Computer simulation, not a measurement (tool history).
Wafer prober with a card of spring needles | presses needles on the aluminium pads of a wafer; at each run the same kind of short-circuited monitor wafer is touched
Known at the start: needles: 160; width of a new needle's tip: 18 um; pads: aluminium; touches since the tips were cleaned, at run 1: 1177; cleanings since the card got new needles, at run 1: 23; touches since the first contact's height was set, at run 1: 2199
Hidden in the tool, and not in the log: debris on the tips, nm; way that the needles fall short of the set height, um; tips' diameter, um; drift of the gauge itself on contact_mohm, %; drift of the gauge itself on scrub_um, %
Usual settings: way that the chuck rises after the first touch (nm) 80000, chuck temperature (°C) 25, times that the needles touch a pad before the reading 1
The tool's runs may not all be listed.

run	day	way that the chuck rises after the first touch (nm)	chuck temperature (°C)	times that the needles touch a pad before the reading	touches since the tips were cleaned	cleanings since the card got new needles	touches since the first contact's height was set	resistance of one needle with its contact and lead (mohm)	way that a needle slides on the pad (nm)
1	0	80000	25	1	1177	23	2199	247	13064
# day 0.583: tips cleaned on abrasive film
2	0.688	80000	25	1	535	24	5661	238	13043
3	1.196	80000	25	1	3109	24	8235	258	13057
# day 1.421: tips cleaned on abrasive film
4	1.525	80000	25	1	534	25	9890	244	13041
5	1.888	80000	25	1	2376	25	11732	256	13037
# day 2.262: tips cleaned on abrasive film
6	2.592	80000	80	1	1664	26	15261	263	13021
# day 3.088: tips cleaned on abrasive film
7	3.175	94000	25	1	439	27	18207	232	15301
8	3.725	94000	25	1	3232	27	21000	249	15300
# day 3.942: tips cleaned on abrasive film
9	4.342	94000	25	1	2027	28	24086	247	15301
# day 4.408: height of the first contact set anew
10	4.667	94000	25	1	3622	28	1311	254	15252
# day 4.792: tips cleaned on abrasive film
11	5.246	94000	28	1	2310	29	4226	246	15254
# day 5.621: tips cleaned on abrasive film
12	5.629	80000	25	1	23	30	6135	237	12945
13	6.162	80000	70	1	2733	30	8845	270	12963
# day 6.454: tips cleaned on abrasive film
14	6.717	80000	25	2	1327	31	11634	242	12935
# day 7.3: tips cleaned on abrasive film
15	7.446	80000	25	2	728	32	15304	240	12934
16	7.875	80000	113	1	2902	32	17478	285	12941
# day 7.942: height of the first contact set anew, once more
# day 8.167: tips cleaned on abrasive film
17	8.442	80000	25	2	1392	33	2517	241	13059
18	8.804	80000	25	2	3215	33	4340	250	13061
# day 8.988: tips cleaned on abrasive film
19	9.392	66000	25	2	2056	34	7303	255	10765
20	9.692	63000	25	1	3571	34	8818	278	10268
# day 9.8: tips cleaned on abrasive film
21	10.317	63000	25	1	2618	35	11969	273	10270
# day 10.654: tips cleaned on abrasive film
22	10.817	80000	36	1	828	36	14488	245	13032
23	11.288	80000	36	1	3202	36	16862	268	13038
# day 11.475: tips cleaned on abrasive film
24	11.588	84000	76	1	577	37	18366	252	13680
25	12.046	84000	76	1	2911	37	20700	269	13675
# day 12.292: tips cleaned on abrasive film
26	12.354	88000	54	2	308	38	22231	239	14325
27	12.717	80000	73	1	2146	38	24069	265	13014

How the hidden state differs across the entries between the runs, from the last listed run before each to the first after it:
Between runs 1 and 2: tips cleaned on abrasive film (day 0.583)
  debris on the tips, nm: 18.7 -> 12.5; way that the needles fall short of the set height, um: 0.07 -> 0.13; tips' diameter, um: 18.44 -> 18.46
  measured less the result without the state, resistance of one needle with its contact and lead (mohm): +13 -> +9; way that a needle slides on the pad (nm): -12 -> -22
Between runs 3 and 4: tips cleaned on abrasive film (day 1.421)
  debris on the tips, nm: 40.7 -> 12.6; way that the needles fall short of the set height, um: 0.13 -> 0.2; tips' diameter, um: 18.46 -> 18.48
  measured less the result without the state, resistance of one needle with its contact and lead (mohm): +28 -> +9; way that a needle slides on the pad (nm): -22 -> -33
Between runs 5 and 6: tips cleaned on abrasive film (day 2.262)
  debris on the tips, nm: 34.3 -> 24.5; way that the needles fall short of the set height, um: 0.2 -> 0.27; tips' diameter, um: 18.48 -> 18.51
  measured less the result without the state, resistance of one needle with its contact and lead (mohm): +24 -> +16; way that a needle slides on the pad (nm): -32 -> -43
Between runs 6 and 7: tips cleaned on abrasive film (day 3.088)
  debris on the tips, nm: 24.5 -> 8.8; way that the needles fall short of the set height, um: 0.27 -> 0.32; tips' diameter, um: 18.51 -> 18.52
  measured less the result without the state, resistance of one needle with its contact and lead (mohm): +16 -> +5; way that a needle slides on the pad (nm): -43 -> -52
Between runs 8 and 9: tips cleaned on abrasive film (day 3.942)
  debris on the tips, nm: 40 -> 29.9; way that the needles fall short of the set height, um: 0.32 -> 0.38; tips' diameter, um: 18.52 -> 18.55
  measured less the result without the state, resistance of one needle with its contact and lead (mohm): +21 -> +16; way that a needle slides on the pad (nm): -51 -> -63
Between runs 9 and 10: height of the first contact set anew (day 4.408)
  debris on the tips, nm: 29.9 -> 45.1; way that the needles fall short of the set height, um: 0.38 -> 0.63
  measured less the result without the state, resistance of one needle with its contact and lead (mohm): +16 -> +25; way that a needle slides on the pad (nm): -63 -> -104
Between runs 10 and 11: tips cleaned on abrasive film (day 4.792)
  debris on the tips, nm: 45.1 -> 32.5; way that the needles fall short of the set height, um: 0.63 -> 0.67; tips' diameter, um: 18.55 -> 18.56
  measured less the result without the state, resistance of one needle with its contact and lead (mohm): +25 -> +18; way that a needle slides on the pad (nm): -104 -> -110
Between runs 11 and 12: tips cleaned on abrasive film (day 5.621)
  debris on the tips, nm: 32.5 -> 4.5; way that the needles fall short of the set height, um: 0.67 -> 0.74; tips' diameter, um: 18.56 -> 18.58
  measured less the result without the state, resistance of one needle with its contact and lead (mohm): +18 -> +4; way that a needle slides on the pad (nm): -110 -> -121
Between runs 13 and 14: tips cleaned on abrasive film (day 6.454)
  debris on the tips, nm: 37.2 -> 22; way that the needles fall short of the set height, um: 0.74 -> 0.81; tips' diameter, um: 18.58 -> 18.61
  measured less the result without the state, resistance of one needle with its contact and lead (mohm): +26 -> +10; way that a needle slides on the pad (nm): -121 -> -132
Between runs 14 and 15: tips cleaned on abrasive film (day 7.3)
  debris on the tips, nm: 22 -> 14.8; way that the needles fall short of the set height, um: 0.81 -> 0.86; tips' diameter, um: 18.61 -> 18.63
  measured less the result without the state, resistance of one needle with its contact and lead (mohm): +10 -> +7; way that a needle slides on the pad (nm): -132 -> -141
Between runs 16 and 17: height of the first contact set anew, once more (day 7.942); tips cleaned on abrasive film (day 8.167)
  debris on the tips, nm: 40 -> 22.9; way that the needles fall short of the set height, um: 0.86 -> 0.06; tips' diameter, um: 18.63 -> 18.65
  measured less the result without the state, resistance of one needle with its contact and lead (mohm): +26 -> +10; way that a needle slides on the pad (nm): -141 -> -9
Between runs 18 and 19: tips cleaned on abrasive film (day 8.988)
  debris on the tips, nm: 40.8 -> 30.7; way that the needles fall short of the set height, um: 0.06 -> 0.11; tips' diameter, um: 18.65 -> 18.67
  measured less the result without the state, resistance of one needle with its contact and lead (mohm): +18 -> +18; way that a needle slides on the pad (nm): -9 -> -19
Between runs 20 and 21: tips cleaned on abrasive film (day 9.8)
  debris on the tips, nm: 44.3 -> 34.3; way that the needles fall short of the set height, um: 0.11 -> 0.17; tips' diameter, um: 18.67 -> 18.68
  measured less the result without the state, resistance of one needle with its contact and lead (mohm): +46 -> +37; way that a needle slides on the pad (nm): -19 -> -28
Between runs 21 and 22: tips cleaned on abrasive film (day 10.654)
  debris on the tips, nm: 34.3 -> 17.2; way that the needles fall short of the set height, um: 0.17 -> 0.22; tips' diameter, um: 18.68 -> 18.7
  measured less the result without the state, resistance of one needle with its contact and lead (mohm): +37 -> +12; way that a needle slides on the pad (nm): -28 -> -35
Between runs 23 and 24: tips cleaned on abrasive film (day 11.475)
  debris on the tips, nm: 42.4 -> 12.3; way that the needles fall short of the set height, um: 0.22 -> 0.26; tips' diameter, um: 18.7 -> 18.72
  measured less the result without the state, resistance of one needle with its contact and lead (mohm): +30 -> +9; way that a needle slides on the pad (nm): -36 -> -43
Between runs 25 and 26: tips cleaned on abrasive film (day 12.292)
  debris on the tips, nm: 38.3 -> 8.9; way that the needles fall short of the set height, um: 0.26 -> 0.3; tips' diameter, um: 18.72 -> 18.73
  measured less the result without the state, resistance of one needle with its contact and lead (mohm): +23 -> +4; way that a needle slides on the pad (nm): -43 -> -50

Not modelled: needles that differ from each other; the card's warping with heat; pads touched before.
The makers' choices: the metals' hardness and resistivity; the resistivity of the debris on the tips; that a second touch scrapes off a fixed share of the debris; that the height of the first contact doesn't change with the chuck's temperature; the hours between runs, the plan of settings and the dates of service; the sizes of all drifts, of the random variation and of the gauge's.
